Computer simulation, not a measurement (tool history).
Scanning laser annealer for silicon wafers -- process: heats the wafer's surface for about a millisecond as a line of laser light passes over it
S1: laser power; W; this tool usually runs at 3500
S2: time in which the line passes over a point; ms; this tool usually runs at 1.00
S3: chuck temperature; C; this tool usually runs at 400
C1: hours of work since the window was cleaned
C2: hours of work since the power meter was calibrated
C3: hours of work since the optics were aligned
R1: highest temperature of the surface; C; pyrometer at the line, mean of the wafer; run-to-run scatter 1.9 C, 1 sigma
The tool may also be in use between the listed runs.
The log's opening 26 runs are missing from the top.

{"run": 27, "hour": 229.2, "S1": 3766, "S2": 1.0, "S3": 400, "C1": 30, "C2": 282, "C3": 569, "R1": 1167}
{"run": 28, "hour": 235.0, "S1": 3766, "S2": 1.0, "S3": 400, "C1": 33, "C2": 285, "C3": 571, "R1": 1170}
{"run": 29, "hour": 243.1, "S1": 3728, "S2": 1.0, "S3": 400, "C1": 36, "C2": 288, "C3": 575, "R1": 1159}
{"run": 30, "hour": 252.8, "S1": 3359, "S2": 0.92, "S3": 400, "C1": 41, "C2": 293, "C3": 579, "R1": 1058}
{"run": 31, "hour": 261.3, "S1": 3359, "S2": 0.92, "S3": 435, "C1": 44, "C2": 297, "C3": 583, "R1": 1091}
{"run": 32, "hour": 266.7, "S1": 3549, "S2": 0.72, "S3": 424, "C1": 47, "C2": 299, "C3": 585, "R1": 1020}
{"run": 33, "hour": 272.7, "S1": 3549, "S2": 0.72, "S3": 424, "C1": 50, "C2": 302, "C3": 588, "R1": 1024}
{"run": 34, "hour": 282.3, "S1": 3444, "S2": 1.0, "S3": 399, "C1": 54, "C2": 306, "C3": 592, "R1": 1106}
{"run": 35, "hour": 291.2, "S1": 3500, "S2": 0.98, "S3": 386, "C1": 58, "C2": 310, "C3": 596, "R1": 1093}
{"run": 36, "hour": 298.7, "S1": 3146, "S2": 0.86, "S3": 400, "C1": 61, "C2": 313, "C3": 600, "R1": 994}
{"run": 37, "hour": 305.7, "S1": 3185, "S2": 0.73, "S3": 398, "C1": 64, "C2": 316, "C3": 603, "R1": 943}
{"run": 38, "hour": 312.9, "S1": 3185, "S2": 0.77, "S3": 427, "C1": 67, "C2": 320, "C3": 606, "R1": 991}

Predict each of these 4 candidate next runs independently; none follows another, all start after run 38:
{"run": "A", "hour": 323.9, "S1": 3185, "S2": 0.79, "S3": 424, "C1": 72, "C2": 324, "C3": 611, "R1": "?"}
{"run": "B", "hour": 323.9, "S1": 3241, "S2": 1.0, "S3": 400, "C1": 72, "C2": 324, "C3": 611, "R1": "?"}
{"run": "C", "hour": 323.9, "S1": 3500, "S2": 0.81, "S3": 398, "C1": 72, "C2": 324, "C3": 611, "R1": "?"}
{"run": "D", "hour": 323.9, "S1": 2996, "S2": 0.77, "S3": 414, "C1": 72, "C2": 324, "C3": 611, "R1": "?"}

run=A R1=994
run=B R1=1066
run=C R1=1031
run=D R1=947
What these runs would have given with no unlogged condition in the tool:
run=A R1=995
run=B R1=1067
run=C R1=1031
run=D R1=947
